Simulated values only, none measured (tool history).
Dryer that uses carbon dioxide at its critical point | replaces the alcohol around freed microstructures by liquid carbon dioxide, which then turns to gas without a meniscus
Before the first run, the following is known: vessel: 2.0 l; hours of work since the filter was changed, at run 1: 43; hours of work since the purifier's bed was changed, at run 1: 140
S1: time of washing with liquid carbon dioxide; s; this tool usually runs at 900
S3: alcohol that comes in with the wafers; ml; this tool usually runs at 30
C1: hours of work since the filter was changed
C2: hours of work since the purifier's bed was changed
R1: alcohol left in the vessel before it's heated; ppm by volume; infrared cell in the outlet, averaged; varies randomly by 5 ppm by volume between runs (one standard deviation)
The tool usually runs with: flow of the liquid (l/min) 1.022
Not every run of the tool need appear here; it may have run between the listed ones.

run 1 hour=0.0 | S1=900 flow_of_the_liquid_(l/min)=1.022 S3=30 | C1=43 C2=140 | R1=26
run 2 hour=12.9 | S1=900 flow_of_the_liquid_(l/min)=1.022 S3=30 | C1=48 C2=145 | R1=27
run 3 hour=24.9 | S1=900 flow_of_the_liquid_(l/min)=1.022 S3=30 | C1=53 C2=150 | R1=34
run 4 hour=37.4 | S1=900 flow_of_the_liquid_(l/min)=1.360 S3=30 | C1=58 C2=155 | R1=24
run 5 hour=45.7 | S1=900 flow_of_the_liquid_(l/min)=1.360 S3=30 | C1=62 C2=158 | R1=25
run 6 hour=56.3 | S1=900 flow_of_the_liquid_(l/min)=1.360 S3=30 | C1=66 C2=163 | R1=21
run 7 hour=64.2 | S1=900 flow_of_the_liquid_(l/min)=1.360 S3=30 | C1=69 C2=166 | R1=24
run 8 hour=73.7 | S1=900 flow_of_the_liquid_(l/min)=1.022 S3=30 | C1=73 C2=170 | R1=40
run 9 hour=85.2 | S1=900 flow_of_the_liquid_(l/min)=0.890 S3=30 | C1=78 C2=175 | R1=52
run 10 hour=94.3 | S1=900 flow_of_the_liquid_(l/min)=0.890 S3=30 | C1=82 C2=178 | R1=67
run 11 hour=104.5 | S1=900 flow_of_the_liquid_(l/min)=0.730 S3=30 | C1=86 C2=183 | R1=125
run 12 hour=120.0 | S1=900 flow_of_the_liquid_(l/min)=1.022 S3=36 | C1=92 C2=189 | R1=49
run 13 hour=138.0 | S1=900 flow_of_the_liquid_(l/min)=1.022 S3=40 | C1=100 C2=196 | R1=53
run 14 hour=149.9 | S1=900 flow_of_the_liquid_(l/min)=1.022 S3=40 | C1=105 C2=201 | R1=48
run 15 hour=163.5 | S1=900 flow_of_the_liquid_(l/min)=1.022 S3=40 | C1=110 C2=207 | R1=51
run 16 hour=174.0 | S1=900 flow_of_the_liquid_(l/min)=1.022 S3=30 | C1=115 C2=211 | R1=58
run 17 hour=183.1 | S1=900 flow_of_the_liquid_(l/min)=1.022 S3=30 | C1=119 C2=215 | R1=43
run 18 hour=194.1 | S1=900 flow_of_the_liquid_(l/min)=0.710 S3=30 | C1=123 C2=220 | R1=163
run 19 hour=207.4 | S1=900 flow_of_the_liquid_(l/min)=0.710 S3=30 | C1=129 C2=225 | R1=167
run 20 hour=221.7 | S1=780 flow_of_the_liquid_(l/min)=1.022 S3=30 | C1=134 C2=231 | R1=79
run 21 hour=238.3 | S1=780 flow_of_the_liquid_(l/min)=1.022 S3=30 | C1=141 C2=238 | R1=75
run 22 hour=252.1 | S1=780 flow_of_the_liquid_(l/min)=1.022 S3=30 | C1=147 C2=243 | R1=87
run 23 hour=267.8 | S1=780 flow_of_the_liquid_(l/min)=1.022 S3=30 | C1=153 C2=250 | R1=76
run 24 hour=276.8 | S1=780 flow_of_the_liquid_(l/min)=1.022 S3=30 | C1=157 C2=254 | R1=85
run 25 hour=287.7 | S1=900 flow_of_the_liquid_(l/min)=0.860 S3=95 | C1=162 C2=258 | R1=215
run 26 hour=295.8 | S1=1020 flow_of_the_liquid_(l/min)=0.670 S3=20 | C1=165 C2=262 | R1=113
run 27 hour=304.0 | S1=1020 flow_of_the_liquid_(l/min)=0.670 S3=20 | C1=168 C2=265 | R1=109
run 28 hour=312.5 | S1=660 flow_of_the_liquid_(l/min)=0.670 S3=20 | C1=172 C2=268 | R1=447
run 29 hour=326.3 | S1=660 flow_of_the_liquid_(l/min)=0.670 S3=20 | C1=178 C2=274 | R1=454
run 30 hour=344.4 | S1=900 flow_of_the_liquid_(l/min)=1.210 S3=33 | C1=185 C2=282 | R1=48
run 31 hour=353.8 | S1=1380 flow_of_the_liquid_(l/min)=1.022 S3=30 | C1=189 C2=285 | R1=47
-- hour=363.0 inlet filter changed
run 32 hour=372.1 | S1=1380 flow_of_the_liquid_(l/min)=1.022 S3=30 | C1=4 C2=293 | R1=40
run 33 hour=386.2 | S1=1020 flow_of_the_liquid_(l/min)=1.160 S3=30 | C1=10 C2=298 | R1=43
run 34 hour=402.2 | S1=1020 flow_of_the_liquid_(l/min)=1.330 S3=36 | C1=16 C2=305 | R1=45
run 35 hour=412.0 | S1=1200 flow_of_the_liquid_(l/min)=1.240 S3=30 | C1=20 C2=309 | R1=43
run 36 hour=426.6 | S1=660 flow_of_the_liquid_(l/min)=1.270 S3=30 | C1=26 C2=315 | R1=74
run 37 hour=443.6 | S1=660 flow_of_the_liquid_(l/min)=1.022 S3=76 | C1=33 C2=322 | R1=218
run 38 hour=452.5 | S1=720 flow_of_the_liquid_(l/min)=1.430 S3=30 | C1=37 C2=326 | R1=58
run 39 hour=470.1 | S1=720 flow_of_the_liquid_(l/min)=1.430 S3=30 | C1=44 C2=333 | R1=46
run 40 hour=485.0 | S1=900 flow_of_the_liquid_(l/min)=1.022 S3=30 | C1=50 C2=339 | R1=52
run 41 hour=493.9 | S1=900 flow_of_the_liquid_(l/min)=1.022 S3=30 | C1=54 C2=343 | R1=59
run 42 hour=507.1 | S1=1260 flow_of_the_liquid_(l/min)=1.022 S3=74 | C1=59 C2=348 | R1=54
run 43 hour=521.7 | S1=960 flow_of_the_liquid_(l/min)=1.020 S3=74 | C1=65 C2=354 | R1=65
run 44 hour=530.1 | S1=660 flow_of_the_liquid_(l/min)=0.670 S3=30 | C1=69 C2=358 | R1=516
run 45 hour=546.2 | S1=1140 flow_of_the_liquid_(l/min)=0.680 S3=92 | C1=76 C2=364 | R1=161
run 46 hour=563.6 | S1=780 flow_of_the_liquid_(l/min)=1.022 S3=74 | C1=83 C2=371 | R1=113

Branching from run 46: 4 alternative next runs. What would each branch give?
run A hour=575.9 | S1=660 flow_of_the_liquid_(l/min)=1.450 S3=89 | C1=88 C2=377 | R1=?
run B hour=575.9 | S1=780 flow_of_the_liquid_(l/min)=1.660 S3=74 | C1=88 C2=377 | R1=?
run C hour=575.9 | S1=1200 flow_of_the_liquid_(l/min)=1.022 S3=34 | C1=88 C2=377 | R1=?
run D hour=575.9 | S1=1380 flow_of_the_liquid_(l/min)=1.370 S3=30 | C1=88 C2=377 | R1=?

run=A R1=74
run=B R1=59
run=C R1=64
run=D R1=41
Without the tool's unlogged condition, the same runs would have read:
run=A R1=17
run=B R1=11
run=C R1=16
run=D R1=0

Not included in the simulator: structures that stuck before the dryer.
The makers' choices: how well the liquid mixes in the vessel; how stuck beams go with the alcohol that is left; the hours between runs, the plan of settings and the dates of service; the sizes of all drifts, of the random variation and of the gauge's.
